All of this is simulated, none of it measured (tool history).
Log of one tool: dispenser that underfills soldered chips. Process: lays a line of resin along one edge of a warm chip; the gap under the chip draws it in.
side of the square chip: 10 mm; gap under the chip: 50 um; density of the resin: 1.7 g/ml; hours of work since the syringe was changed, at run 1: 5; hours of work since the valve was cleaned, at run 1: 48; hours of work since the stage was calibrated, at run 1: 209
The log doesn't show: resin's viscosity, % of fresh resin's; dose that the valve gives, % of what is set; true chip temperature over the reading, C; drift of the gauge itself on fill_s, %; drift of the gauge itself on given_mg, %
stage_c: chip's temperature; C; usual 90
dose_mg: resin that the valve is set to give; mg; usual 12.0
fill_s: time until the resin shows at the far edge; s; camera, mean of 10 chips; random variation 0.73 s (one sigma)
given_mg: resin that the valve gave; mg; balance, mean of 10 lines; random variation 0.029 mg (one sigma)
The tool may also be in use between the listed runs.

| run | hour | stage_c | dose_mg | hours of work since the syringe was changed | hours of work since the valve was cleaned | hours of work since the stage was calibrated | fill_s | given_mg |
|---|---|---|---|---|---|---|---|---|
| 1 | 0.0 | 90 | 12.0 | 5 | 48 | 209 | 99.2 | 11.67 |
| 2 | 6.8 | 90 | 12.0 | 9 | 53 | 214 | 134.7 | 11.66 |
|  | 9.7 | new syringe of resin |
| 3 | 10.5 | 94 | 12.0 | 1 | 55 | 216 | 61.4 | 11.63 |
| 4 | 17.3 | 94 | 12.0 | 5 | 60 | 220 | 83.4 | 11.61 |
| 5 | 24.2 | 90 | 12.0 | 10 | 64 | 225 | 138.0 | 11.62 |
|  | 26.8 | new syringe of resin |
| 6 | 28.4 | 78 | 12.0 | 1 | 67 | 228 | 132.3 | 11.59 |
|  | 33.8 | dispensing valve cleaned and set on the balance |
| 7 | 35.5 | 90 | 12.5 | 5 | 1 | 232 | 96.9 | 12.52 |
| 8 | 42.5 | 90 | 12.0 | 10 | 6 | 236 | 135.4 | 11.95 |
|  | 44.7 | new syringe of resin |
| 9 | 47.5 | 90 | 12.0 | 2 | 9 | 240 | 82.1 | 11.84 |
| 10 | 51.7 | 95 | 12.0 | 5 | 12 | 242 | 81.1 | 11.92 |
| 11 | 57.9 | 90 | 12.0 | 9 | 16 | 247 | 134.1 | 11.93 |
|  | 61.4 | new syringe of resin |
| 12 | 64.1 | 90 | 12.0 | 2 | 20 | 251 | 79.5 | 11.88 |
| 13 | 71.0 | 90 | 12.0 | 6 | 25 | 255 | 109.4 | 11.87 |
| 14 | 75.6 | 90 | 12.0 | 10 | 28 | 258 | 133.6 | 11.85 |
|  | 78.1 | new syringe of resin |
| 15 | 83.4 | 77 | 12.0 | 4 | 33 | 263 | 167.7 | 11.84 |
| 16 | 87.4 | 85 | 12.0 | 6 | 35 | 266 | 136.5 | 11.81 |
| 17 | 91.6 | 85 | 12.0 | 9 | 38 | 269 | 166.6 | 11.81 |
|  | 95.2 | new syringe of resin |
| 18 | 96.6 | 90 | 12.0 | 1 | 41 | 272 | 74.2 | 11.72 |
| 19 | 100.8 | 89 | 13.9 | 4 | 44 | 275 | 94.7 | 13.64 |
| 20 | 105.7 | 89 | 13.9 | 7 | 47 | 278 | 115.4 | 13.61 |
|  | 111.8 | new syringe of resin |
| 21 | 111.8 | 76 | 12.0 | 0 | 51 | 282 | 135.6 | 11.73 |
| 22 | 116.8 | 82 | 10.5 | 3 | 55 | 285 | 135.3 | 10.22 |
| 23 | 121.0 | 103 | 14.9 | 6 | 57 | 288 | 59.5 | 14.39 |
|  | 129.0 | new syringe of resin |
| 24 | 129.0 | 90 | 14.4 | 0 | 63 | 293 | 68.7 | 13.96 |
| 25 | 134.5 | 82 | 12.6 | 4 | 66 | 297 | 130.1 | 12.15 |
|  | 140.7 | dispensing valve cleaned and set on the balance |
| 26 | 142.2 | 82 | 15.2 | 8 | 1 | 301 | 174.5 | 15.17 |
|  | 146.8 | new syringe of resin |
| 27 | 150.7 | 99 | 13.4 | 3 | 6 | 307 | 56.6 | 13.29 |
| 28 | 154.8 | 96 | 12.7 | 5 | 9 | 310 | 78.8 | 12.62 |
| 29 | 162.6 | 98 | 14.7 | 11 | 14 | 315 | 103.7 | 14.59 |
|  | 163.7 | new syringe of resin |
| 30 | 168.6 | 100 | 11.6 | 3 | 18 | 319 | 58.9 | 11.46 |
| 31 | 173.4 | 77 | 12.9 | 7 | 21 | 322 | 200.4 | 12.74 |
|  | 180.3 | new syringe of resin |
| 32 | 180.4 | 76 | 13.1 | 0 | 26 | 327 | 136.8 | 12.91 |
| 33 | 184.2 | 76 | 13.1 | 3 | 29 | 329 | 161.9 | 12.88 |
| 34 | 189.6 | 98 | 13.4 | 6 | 32 | 333 | 76.8 | 13.15 |

Run 35 comes next. What will it give?
|  | 197.1 | new syringe of resin |
| 35 | 197.6 | 96 | 12.9 | 0 | 37 | 338 | ? | ? |

{"run 35": {"fill_s": 55.0, "given_mg": 12.65}}
Without the tool's hidden state the same run would have given fill_s 50.3 s, given_mg 12.91 mg.
